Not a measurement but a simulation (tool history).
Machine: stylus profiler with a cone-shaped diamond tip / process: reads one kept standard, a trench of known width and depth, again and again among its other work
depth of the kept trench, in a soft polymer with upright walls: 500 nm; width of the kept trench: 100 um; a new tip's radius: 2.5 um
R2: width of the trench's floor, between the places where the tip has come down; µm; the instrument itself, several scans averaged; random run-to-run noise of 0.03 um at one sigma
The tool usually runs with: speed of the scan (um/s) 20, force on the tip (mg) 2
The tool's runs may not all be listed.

{"run": 1, "hour": 0.0, "speed of the scan (um/s)": 20, "force on the tip (mg)": 2, "depth of the trench (Å)": 5026.9, "R2": 94.66}
{"run": 2, "hour": 15.3, "speed of the scan (um/s)": 20, "force on the tip (mg)": 4.78, "depth of the trench (Å)": 5058, "R2": 94.71}
{"run": 3, "hour": 23.7, "speed of the scan (um/s)": 20, "force on the tip (mg)": 1.05, "depth of the trench (Å)": 5013.6, "R2": 94.61}
{"run": 4, "hour": 35.2, "speed of the scan (um/s)": 20, "force on the tip (mg)": 1.05, "depth of the trench (Å)": 5014.9, "R2": 94.61}
{"run": 5, "hour": 43.9, "speed of the scan (um/s)": 20, "force on the tip (mg)": 1.05, "depth of the trench (Å)": 5013.3, "R2": 94.54}
{"run": 6, "hour": 50.4, "speed of the scan (um/s)": 20, "force on the tip (mg)": 1.05, "depth of the trench (Å)": 5014, "R2": 94.61}
{"run": 7, "hour": 57.1, "speed of the scan (um/s)": 20, "force on the tip (mg)": 1.05, "depth of the trench (Å)": 5013.7, "R2": 94.59}
{"run": 8, "hour": 73.0, "speed of the scan (um/s)": 20, "force on the tip (mg)": 2, "depth of the trench (Å)": 5025.5, "R2": 94.54}
{"run": 9, "hour": 85.8, "speed of the scan (um/s)": 20, "force on the tip (mg)": 2, "depth of the trench (Å)": 5025.3, "R2": 94.53}
{"run": 10, "hour": 95.3, "speed of the scan (um/s)": 20, "force on the tip (mg)": 2, "depth of the trench (Å)": 5025.3, "R2": 94.53}
{"run": 11, "hour": 102.4, "speed of the scan (um/s)": 12, "force on the tip (mg)": 2, "depth of the trench (Å)": 5026.8, "R2": 94.57}
{"run": 12, "hour": 112.9, "speed of the scan (um/s)": 20, "force on the tip (mg)": 2, "depth of the trench (Å)": 5027.5, "R2": 94.48}
{"run": 13, "hour": 127.8, "speed of the scan (um/s)": 20, "force on the tip (mg)": 2, "depth of the trench (Å)": 5026.3, "R2": 94.51}
{"run": 14, "hour": 140.1, "speed of the scan (um/s)": 20, "force on the tip (mg)": 1.41, "depth of the trench (Å)": 5019, "R2": 94.42}
{"run": 15, "hour": 153.8, "speed of the scan (um/s)": 6, "force on the tip (mg)": 4.86, "depth of the trench (Å)": 5056.7, "R2": 94.51}
{"run": 16, "hour": 163.4, "speed of the scan (um/s)": 20, "force on the tip (mg)": 1.76, "depth of the trench (Å)": 5021.8, "R2": 94.45}
{"hour": 165.1, "done": "height scale calibrated on a step standard"}
{"run": 17, "hour": 173.3, "speed of the scan (um/s)": 14, "force on the tip (mg)": 1.96, "depth of the trench (Å)": 5022.6, "R2": 94.52}
{"run": 18, "hour": 187.3, "speed of the scan (um/s)": 14, "force on the tip (mg)": 1.96, "depth of the trench (Å)": 5022.5, "R2": 94.44}
{"run": 19, "hour": 200.5, "speed of the scan (um/s)": 20, "force on the tip (mg)": 1.2, "depth of the trench (Å)": 5012.8, "R2": 94.43}
{"run": 20, "hour": 211.1, "speed of the scan (um/s)": 20, "force on the tip (mg)": 1.61, "depth of the trench (Å)": 5015.9, "R2": 94.39}
{"run": 21, "hour": 218.8, "speed of the scan (um/s)": 29, "force on the tip (mg)": 1.56, "depth of the trench (Å)": 5016.5, "R2": 94.36}
{"run": 22, "hour": 227.5, "speed of the scan (um/s)": 41, "force on the tip (mg)": 1.21, "depth of the trench (Å)": 5010.1, "R2": 94.32}
{"run": 23, "hour": 241.0, "speed of the scan (um/s)": 41, "force on the tip (mg)": 1.21, "depth of the trench (Å)": 5011.8, "R2": 94.28}
{"hour": 252.8, "done": "height scale calibrated on a step standard, once more"}
{"run": 24, "hour": 254.3, "speed of the scan (um/s)": 41, "force on the tip (mg)": 1.21, "depth of the trench (Å)": 5026.4, "R2": 94.26}
{"run": 25, "hour": 267.0, "speed of the scan (um/s)": 27, "force on the tip (mg)": 0.74, "depth of the trench (Å)": 5019.6, "R2": 94.27}
{"run": 26, "hour": 277.5, "speed of the scan (um/s)": 27, "force on the tip (mg)": 0.74, "depth of the trench (Å)": 5019.9, "R2": 94.29}
{"run": 27, "hour": 291.2, "speed of the scan (um/s)": 5, "force on the tip (mg)": 2.04, "depth of the trench (Å)": 5037.6, "R2": 94.33}
{"run": 28, "hour": 301.0, "speed of the scan (um/s)": 23, "force on the tip (mg)": 0.81, "depth of the trench (Å)": 5019.2, "R2": 94.25}

Alternative continuations, all from the tool just after run 28; predict every row:
{"run": "A", "hour": 316.4, "speed of the scan (um/s)": 23, "force on the tip (mg)": 2.48, "depth of the trench (Å)": "?", "R2": "?"}
{"run": "B", "hour": 316.4, "speed of the scan (um/s)": 14, "force on the tip (mg)": 3.49, "depth of the trench (Å)": "?", "R2": "?"}
{"run": "C", "hour": 316.4, "speed of the scan (um/s)": 62, "force on the tip (mg)": 1.22, "depth of the trench (Å)": "?", "R2": "?"}
{"run": "D", "hour": 316.4, "speed of the scan (um/s)": 15, "force on the tip (mg)": 2.81, "depth of the trench (Å)": "?", "R2": "?"}
{"run": "E", "hour": 316.4, "speed of the scan (um/s)": 12, "force on the tip (mg)": 0.81, "depth of the trench (Å)": "?", "R2": "?"}

run=A depth_of_the_trench_(Å)=5043.5 R2=94.32
run=B depth_of_the_trench_(Å)=5053 R2=94.27
run=C depth_of_the_trench_(Å)=5027.1 R2=94.1
run=D depth_of_the_trench_(Å)=5047.9 R2=94.24
run=E depth_of_the_trench_(Å)=5019.7 R2=94.33
With no hidden state in the tool, these same runs would have given:
run=A depth_of_the_trench_(Å)=5044.1 R2=96.99
run=B depth_of_the_trench_(Å)=5053.6 R2=96.94
run=C depth_of_the_trench_(Å)=5027.8 R2=96.77
run=D depth_of_the_trench_(Å)=5048.5 R2=96.91
run=E depth_of_the_trench_(Å)=5020.4 R2=97
